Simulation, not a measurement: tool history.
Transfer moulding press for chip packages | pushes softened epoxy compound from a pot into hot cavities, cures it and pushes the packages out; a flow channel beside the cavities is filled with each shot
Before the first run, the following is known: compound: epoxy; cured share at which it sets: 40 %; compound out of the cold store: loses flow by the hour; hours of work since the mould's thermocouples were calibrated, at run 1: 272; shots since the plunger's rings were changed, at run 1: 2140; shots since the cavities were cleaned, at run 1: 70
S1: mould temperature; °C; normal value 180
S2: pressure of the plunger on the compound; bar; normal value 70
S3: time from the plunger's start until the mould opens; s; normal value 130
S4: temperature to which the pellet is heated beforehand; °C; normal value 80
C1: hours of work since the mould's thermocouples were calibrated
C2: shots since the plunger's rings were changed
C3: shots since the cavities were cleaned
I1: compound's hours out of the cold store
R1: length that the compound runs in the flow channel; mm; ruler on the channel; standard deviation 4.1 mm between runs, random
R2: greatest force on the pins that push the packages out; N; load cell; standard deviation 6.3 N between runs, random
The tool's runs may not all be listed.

run,hour,S1,S2,S3,S4,C1,C2,C3,I1,R1,R2
1,0,180,70,130,80,272,2140,70,12.2,631,263
2,16.9,180,70,130,80,279,2248,178,45.5,592,292
3,32.3,180,70,130,80,285,2346,276,47,590,309
4,44.9,180,70,130,84,290,2426,356,38.3,599,339
5,54.3,180,70,130,84,294,2486,416,36.3,604,337
6,72.8,180,70,137,80,302,2604,534,41.1,597,340
7,84.4,180,83.2,137,80,307,2678,608,21.7,667,352
8,103.4,180,83.2,137,80,314,2800,730,12.3,691,381
# hour 118.1: cavities cleaned with cleaning compound and waxed
9,120.3,180,83.2,137,80,321,2898,14,16.1,668,236
10,137,180,70,130,80,328,3005,121,39.7,587,290
11,146,180,70,133,80,331,3062,178,35.1,595,287
12,161.8,180,70,133,80,338,3163,279,22.9,608,324
13,179.9,180,70,133,80,345,3278,394,12.9,616,333
14,194.7,180,70,133,80,351,3373,489,31.7,600,348
15,211.1,180,70,133,80,358,3478,594,40.6,590,358
16,221.6,180,70,133,80,362,3545,661,46,575,382
# hour 232.1: plunger's sealing rings changed
17,240.9,186,55.7,146,85,369,56,768,40,536,341
# hour 249.5: cavities cleaned with cleaning compound and waxed
18,253.6,186,55.7,146,85,374,128,27,27.8,545,235
19,262,186,71.5,146,79,377,181,80,40.4,613,240
20,277.9,180,72.9,130,80,384,283,182,35.3,639,301
21,295,180,72.9,130,80,391,392,291,25.5,655,330
22,310.9,186,70,137,78,397,493,392,14.3,624,310
23,323.5,186,70,137,78,402,574,473,25,614,342
24,341.5,177,74.4,143,77,410,689,588,23.4,665,372
25,356.8,177,74.4,143,77,416,786,685,33.8,656,399
26,370.9,182,69.4,116,80,422,876,775,28.7,614,407
# hour 379.1: cavities cleaned with cleaning compound and waxed
27,387.5,182,69.4,116,80,428,973,54,39.9,604,279
28,398.9,182,69.4,156,88,432,1045,126,14.8,631,252
29,413.6,182,69.4,156,88,438,1139,220,45.8,596,269
30,428.9,175,70,114,80,445,1237,318,23.6,652,529

3 ways to go on from here, each from the tool as it stands after run 30. What would each give?
A,442.6,173,60.9,114,78,450,1324,405,13.8,?,?
B,442.6,180,70,128,80,450,1324,405,25,?,?
C,442.6,175,70,162,89,450,1324,405,21.6,?,?

run,R1,R2
A,621,659
B,623,344
C,645,338
Had the tool no hidden state, the same runs would have come out as:
run,R1,R2
A,639,489
B,640,246
C,663,241

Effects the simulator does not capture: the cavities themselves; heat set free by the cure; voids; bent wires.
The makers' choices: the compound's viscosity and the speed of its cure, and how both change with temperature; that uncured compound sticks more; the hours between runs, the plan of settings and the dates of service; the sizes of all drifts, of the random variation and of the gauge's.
